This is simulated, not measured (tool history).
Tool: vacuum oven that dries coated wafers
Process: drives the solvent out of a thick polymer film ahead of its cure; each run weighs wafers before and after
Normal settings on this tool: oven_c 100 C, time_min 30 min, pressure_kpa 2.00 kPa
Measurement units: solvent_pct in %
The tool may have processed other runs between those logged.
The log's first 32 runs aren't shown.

run 33 day=30.083 | oven_c=107 time_min=39 pressure_kpa=2.47 | solvent_pct=1.16
run 34 day=31.354 | oven_c=92 time_min=25 pressure_kpa=1.97 | solvent_pct=4.35
run 35 day=32.200 | oven_c=92 time_min=25 pressure_kpa=1.97 | solvent_pct=4.30
run 36 day=32.825 | oven_c=92 time_min=24 pressure_kpa=5.10 | solvent_pct=6.53
run 37 day=33.825 | oven_c=97 time_min=24 pressure_kpa=2.56 | solvent_pct=3.44
run 38 day=34.492 | oven_c=112 time_min=25 pressure_kpa=1.20 | solvent_pct=0.67
run 39 day=35.583 | oven_c=93 time_min=16 pressure_kpa=4.70 | solvent_pct=8.17
run 40 day=36.546 | oven_c=93 time_min=16 pressure_kpa=4.70 | solvent_pct=7.99
run 41 day=37.308 | oven_c=93 time_min=16 pressure_kpa=4.70 | solvent_pct=7.98
run 42 day=38.300 | oven_c=100 time_min=23 pressure_kpa=2.00 | solvent_pct=2.54
run 43 day=38.912 | oven_c=106 time_min=20 pressure_kpa=2.00 | solvent_pct=1.88
run 44 day=39.754 | oven_c=91 time_min=47 pressure_kpa=5.66 | solvent_pct=4.74
run 45 day=40.792 | oven_c=109 time_min=16 pressure_kpa=2.77 | solvent_pct=2.28
run 46 day=41.958 | oven_c=100 time_min=18 pressure_kpa=1.53 | solvent_pct=3.36
run 47 day=42.550 | oven_c=100 time_min=51 pressure_kpa=4.86 | solvent_pct=2.68

3 options for the next run, each taken on its own from the tool as it stands now. Forecast them:
run A day=43.312 | oven_c=109 time_min=30 pressure_kpa=2.95 | solvent_pct=?
run B day=43.312 | oven_c=100 time_min=34 pressure_kpa=2.00 | solvent_pct=?
run C day=43.312 | oven_c=100 time_min=28 pressure_kpa=2.83 | solvent_pct=?

run=A solvent_pct=1.32
run=B solvent_pct=1.58
run=C solvent_pct=2.22
Without the tool's hidden state the same runs would have given:
run=A solvent_pct=1.32
run=B solvent_pct=1.60
run=C solvent_pct=2.31
